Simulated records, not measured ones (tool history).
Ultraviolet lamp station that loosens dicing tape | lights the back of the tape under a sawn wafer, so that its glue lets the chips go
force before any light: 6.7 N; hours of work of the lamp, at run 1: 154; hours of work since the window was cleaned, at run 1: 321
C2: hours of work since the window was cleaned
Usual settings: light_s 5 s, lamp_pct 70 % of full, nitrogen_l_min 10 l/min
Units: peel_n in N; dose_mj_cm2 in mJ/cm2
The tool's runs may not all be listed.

Run 1, hour 0.0: usual settings; hours of work of the lamp 154; C2 321. Result: peel_n 0.875 N, dose_mj_cm2 403 mJ/cm2.
Run 2, hour 11.6: usual settings; hours of work of the lamp 162; C2 330. Result: peel_n 0.916 N, dose_mj_cm2 403 mJ/cm2.
Run 3, hour 19.7: usual settings but nitrogen_l_min 16 l/min; hours of work of the lamp 169; C2 336. Result: peel_n 0.667 N, dose_mj_cm2 403 mJ/cm2.
Run 4, hour 30.8: usual settings but nitrogen_l_min 16 l/min; hours of work of the lamp 177; C2 345. Result: peel_n 0.665 N, dose_mj_cm2 400 mJ/cm2.
Run 5, hour 38.6: usual settings but nitrogen_l_min 16 l/min; hours of work of the lamp 183; C2 351. Result: peel_n 0.701 N, dose_mj_cm2 393 mJ/cm2.
Run 6, hour 50.2: usual settings but nitrogen_l_min 16 l/min; hours of work of the lamp 192; C2 360. Result: peel_n 0.683 N, dose_mj_cm2 394 mJ/cm2.
Run 7, hour 60.8: usual settings but nitrogen_l_min 16 l/min; hours of work of the lamp 200; C2 368. Result: peel_n 0.701 N, dose_mj_cm2 393 mJ/cm2.
Run 8, hour 72.9: usual settings but nitrogen_l_min 19 l/min; hours of work of the lamp 209; C2 377. Result: peel_n 0.633 N, dose_mj_cm2 391 mJ/cm2.
At hour 74.1: window cleaned of glue's vapour.
Run 9, hour 82.5: usual settings but light_s 10 s; hours of work of the lamp 216; C2 6. Result: peel_n 0.213 N, dose_mj_cm2 751 mJ/cm2.
Run 10, hour 88.0: usual settings but nitrogen_l_min 16 l/min; hours of work of the lamp 221; C2 11. Result: peel_n 0.756 N, dose_mj_cm2 376 mJ/cm2.
At hour 93.6: window cleaned of glue's vapour, once more.
Run 11, hour 98.1: usual settings but light_s 2 s, lamp_pct 95 % of full, nitrogen_l_min 7 l/min; hours of work of the lamp 228; C2 3. Result: peel_n 2.402 N, dose_mj_cm2 232 mJ/cm2.
Run 12, hour 104.4: usual settings but nitrogen_l_min 4 l/min; hours of work of the lamp 233; C2 8. Result: peel_n 1.455 N, dose_mj_cm2 425 mJ/cm2.
Run 13, hour 112.4: usual settings but nitrogen_l_min 4 l/min; hours of work of the lamp 239; C2 14. Result: peel_n 1.461 N, dose_mj_cm2 427 mJ/cm2.
Run 14, hour 124.4: usual settings; hours of work of the lamp 248; C2 24. Result: peel_n 0.802 N, dose_mj_cm2 420 mJ/cm2.
Run 15, hour 133.1: usual settings but light_s 10 s, lamp_pct 64 % of full; hours of work of the lamp 255; C2 30. Result: peel_n 0.202 N, dose_mj_cm2 767 mJ/cm2.
Run 16, hour 144.7: usual settings but light_s 3 s, lamp_pct 83 % of full, nitrogen_l_min 3 l/min; hours of work of the lamp 264; C2 39. Result: peel_n 2.617 N, dose_mj_cm2 300 mJ/cm2.
Run 17, hour 151.2: usual settings but light_s 3 s, lamp_pct 83 % of full, nitrogen_l_min 3 l/min; hours of work of the lamp 269; C2 44. Result: peel_n 2.637 N, dose_mj_cm2 298 mJ/cm2.
Run 18, hour 161.6: usual settings but light_s 3 s, nitrogen_l_min 7 l/min; hours of work of the lamp 277; C2 52. Result: peel_n 2.149 N, dose_mj_cm2 251 mJ/cm2.

Some steps in peel_n between neighbouring runs. How much of each would the tool show without its hidden state too (settings, what came in, random variation), and how much is left for the hidden state, with any gauge scatter that isn't in both results?
The hidden state here: lamp's light, % of a new lamp's; light that the window lets through, % of a clean one's; drift of the gauge itself on peel_n, %; drift of the gauge itself on dose_mj_cm2, %.
Run 9 -> 10: light_s 10 -> 5, nitrogen_l_min 10 -> 16. peel_n +0.543 N: hidden state +0.174, all else +0.369.
Run 15 -> 16: light_s 10 -> 3, lamp_pct 64 -> 83, nitrogen_l_min 10 -> 3. peel_n +2.415 N: hidden state +0.145, all else +2.270.
